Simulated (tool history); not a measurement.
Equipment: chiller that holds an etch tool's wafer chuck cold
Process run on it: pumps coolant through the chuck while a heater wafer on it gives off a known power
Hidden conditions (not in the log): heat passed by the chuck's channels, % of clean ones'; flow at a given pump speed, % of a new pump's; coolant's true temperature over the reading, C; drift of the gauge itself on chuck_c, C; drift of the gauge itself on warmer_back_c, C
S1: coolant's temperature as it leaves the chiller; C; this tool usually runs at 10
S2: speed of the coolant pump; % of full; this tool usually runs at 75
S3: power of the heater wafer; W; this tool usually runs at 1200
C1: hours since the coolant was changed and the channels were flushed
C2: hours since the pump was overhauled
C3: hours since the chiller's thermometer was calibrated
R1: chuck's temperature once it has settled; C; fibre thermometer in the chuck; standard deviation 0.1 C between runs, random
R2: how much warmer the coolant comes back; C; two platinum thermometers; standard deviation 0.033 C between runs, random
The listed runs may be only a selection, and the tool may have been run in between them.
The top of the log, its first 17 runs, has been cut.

Run 18, day 16.383: usual settings but S3 1664 W; C1 1062; C2 435; C3 1327. Result: R1 21.5 C, R2 6 C.
Run 19, day 16.971: usual settings but S1 17 C, S2 96 % of full, S3 1001 W; C1 1076; C2 449; C3 1341. Result: R1 22.6 C, R2 2.76 C.
Run 20, day 17.912: usual settings but S1 0 C; C1 1099; C2 471; C3 1364. Result: R1 8.2 C, R2 4.35 C.
Run 21, day 19.175: usual settings but S1 0 C; C1 1129; C2 502; C3 1394. Result: R1 8.5 C, R2 4.34 C.
Run 22, day 20.458: usual settings but S1 0 C; C1 1160; C2 532; C3 1425. Result: R1 8.2 C, R2 4.33 C.
Run 23, day 21.058: usual settings but S3 627 W; C1 1174; C2 547; C3 1439. Result: R1 14.5 C, R2 2.19 C.
Run 24, day 21.746: usual settings but S1 9 C, S2 74 % of full, S3 1252 W; C1 1191; C2 563; C3 1456. Result: R1 17.7 C, R2 4.58 C.
Run 25, day 22.979: usual settings but S2 100 % of full; C1 1221; C2 593; C3 1485. Result: R1 16.3 C, R2 3.14 C.
Run 26, day 23.967: usual settings but S3 607 W; C1 1244; C2 617; C3 1509. Result: R1 14.1 C, R2 2.19 C.
Run 27, day 24.683: usual settings but S3 607 W; C1 1261; C2 634; C3 1526. Result: R1 14.2 C, R2 2.23 C.
Run 28, day 25.758: usual settings but S1 14 C, S2 70 % of full, S3 1301 W; C1 1287; C2 660; C3 1552. Result: R1 23.6 C, R2 5.01 C.
Run 29, day 26.992: usual settings but S1 14 C, S2 70 % of full, S3 1301 W; C1 1317; C2 689; C3 1582. Result: R1 23.6 C, R2 5 C.
Run 30, day 27.542: usual settings but S1 14 C, S2 70 % of full, S3 1301 W; C1 1330; C2 702; C3 1595. Result: R1 23.3 C, R2 5.08 C.
Run 31, day 28.638: usual settings but S1 14 C, S2 70 % of full, S3 1301 W; C1 1356; C2 729; C3 1621. Result: R1 23.6 C, R2 5.03 C.
Run 32, day 29.754: usual settings but S1 14 C, S2 95 % of full, S3 1135 W; C1 1383; C2 756; C3 1648. Result: R1 20.2 C, R2 3.17 C.
Run 33, day 30.833: usual settings but S1 14 C, S2 95 % of full, S3 1135 W; C1 1409; C2 781; C3 1674. Result: R1 20.3 C, R2 3.25 C.

Forecast each of these 3 alternatives for the next run:
Run A, day 31.754: usual settings but S1 12 C, S2 99 % of full, S3 1388 W; C1 1431; C2 803; C3 1696. Result: R1 ?, R2 ?.
Run B, day 31.754: usual settings but S1 16 C, S2 90 % of full; C1 1431; C2 803; C3 1696. Result: R1 ?, R2 ?.
Run C, day 31.754: usual settings but S1 6 C, S3 1712 W; C1 1431; C2 803; C3 1696. Result: R1 ?, R2 ?.

run    R1    R2
  A  19.3  3.76
  B  22.9  3.59
  C  17.5  6.11
The same runs, with their run-to-run variation unchanged, on a tool lacking any hidden condition would have given:
run    R1    R2
  A  19.3  3.76
  B  22.9  3.58
  C  17.5  6.11

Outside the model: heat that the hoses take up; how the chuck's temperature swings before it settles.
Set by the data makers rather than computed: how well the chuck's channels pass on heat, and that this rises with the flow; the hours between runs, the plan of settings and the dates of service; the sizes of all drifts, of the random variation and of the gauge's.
